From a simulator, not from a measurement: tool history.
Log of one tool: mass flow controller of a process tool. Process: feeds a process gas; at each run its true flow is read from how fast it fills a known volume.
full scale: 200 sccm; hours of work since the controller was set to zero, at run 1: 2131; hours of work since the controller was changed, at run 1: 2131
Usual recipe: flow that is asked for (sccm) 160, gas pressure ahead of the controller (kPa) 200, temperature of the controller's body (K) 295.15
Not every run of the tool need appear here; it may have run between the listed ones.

run    hour  flow that is asked for (sccm)  gas pressure ahead of the controller (kPa)  temperature of the controller's body (K)  hours of work since the controller was set to zero  hours of work since the controller was changed  true flow (%)
  1     0.0                            160                                         200                                    295.15                                                2131                                            2131          99.22
  2    83.7                             40                                         200                                    295.15                                                2159                                            2159          97.68
  3   159.8                             40                                         200                                    295.15                                                2185                                            2185          97.78
  4   228.4                            160                                         200                                    295.15                                                2209                                            2209          99.23
  5   295.4                            160                                         200                                    295.15                                                2232                                            2232          99.39
  6   358.1                            160                                         200                                    302.15                                                2253                                            2253          99.88
  7   413.7                            160                                         200                                    295.15                                                2272                                            2272          99.15
  8   455.8                            192                                         200                                    295.15                                                2287                                            2287          99.75
  9   510.4                            192                                         200                                    295.15                                                2305                                            2305          99.61
 10   580.9                             30                                         200                                    295.15                                                2330                                            2330          97.64
 11   639.9                            160                                         200                                    295.15                                                2350                                            2350          99.18
 12   690.3                            160                                         200                                    295.15                                                2367                                            2367          99.26
 13   748.7                            160                                         200                                    295.15                                                2387                                            2387          99.22
 14   809.8                            160                                         200                                    303.15                                                2408                                            2408          99.92
 15   886.8                            160                                         200                                    295.15                                                2434                                            2434          99.28
 16   945.9                             61                                         200                                    295.15                                                2455                                            2455          97.98
 17  1033.1                             61                                         200                                    295.15                                                2485                                            2485          97.91
 18  1121.3                             61                                         200                                    295.15                                                2515                                            2515          98.08
 19  1193.7                             61                                         200                                    295.15                                                2540                                            2540          97.96
 20  1239.9                            160                                         200                                    303.15                                                2555                                            2555          99.77
 21  1284.5                            160                                         200                                    303.15                                                2571                                            2571          99.96
 22  1347.4                            160                                         200                                    303.15                                                2592                                            2592          99.89
 23  1392.3                            160                                         200                                    295.15                                                2608                                            2608          99.23
 24  1479.4                            160                                         200                                    295.15                                                2638                                            2638          99.26
 25  1546.4                             29                                         200                                    295.15                                                2661                                            2661          97.58
 26  1590.9                             29                                         200                                    295.15                                                2676                                            2676          97.63
 27  1677.8                             29                                         200                                    295.15                                                2706                                            2706          97.65
 28  1730.9                             29                                         200                                    295.15                                                2724                                            2724          97.62
 29  1825.4                             77                                         235                                    295.15                                                2756                                            2756          97.93
 30  1876.9                             77                                         235                                    295.15                                                2774                                            2774          97.88
 31  1971.4                             77                                         235                                    295.15                                                2806                                            2806          97.94
 32  2062.0                             77                                         235                                    295.15                                                2837                                            2837          97.97
 33  2120.2                             77                                         241                                    296.15                                                2857                                            2857          98.02
 34  2190.6                            160                                         153                                    306.15                                                2881                                            2881         100.28
 35  2271.0                            160                                         153                                    306.15                                                2909                                            2909         100.46
 36  2318.6                             97                                         142                                    306.15                                                2925                                            2925          99.62
 37  2412.9                             73                                         145                                    298.15                                                2957                                            2957          98.87
 38  2494.9                             96                                         162                                    299.15                                                2986                                            2986          99.12
 39  2559.3                             23                                         230                                    308.15                                                3008                                            3008          98.34
 40  2605.2                            160                                         275                                    295.15                                                3023                                            3023          98.78
 41  2654.5                             51                                         158                                    296.15                                                3040                                            3040          98.19
 42  2740.1                             51                                         158                                    296.15                                                3070                                            3070          98.29
 43  2786.9                            185                                         184                                    303.15                                                3086                                            3086         100.31
 44  2828.7                            185                                         184                                    303.15                                                3100                                            3100         100.31
 45  2894.8                            185                                         184                                    303.15                                                3123                                            3123         100.23
 46  2946.1                            177                                         183                                    295.15                                                3140                                            3140          99.61
 47  3020.7                            153                                         218                                    303.15                                                3166                                            3166          99.60
 48  3113.4                            186                                         260                                    296.15                                                3198                                            3198          99.40
 49  3161.4                             39                                         182                                    294.15                                                3214                                            3214          97.72

Here are 3 independent what-if runs from the current tool condition. What would each one return?
  A  3227.5                            160                                         247                                    294.15                                                3237                                            3237              ?
  B  3227.5                            160                                         163                                    309.15                                                3237                                            3237              ?
  C  3227.5                             21                                         182                                    294.15                                                3237                                            3237              ?

run  true flow (%)
  A          98.89
  B         100.57
  C          97.48
The same runs, with their run-to-run variation unchanged, on a tool lacking any hidden condition would have given:
run  true flow (%)
  A          98.90
  B         100.59
  C          97.47
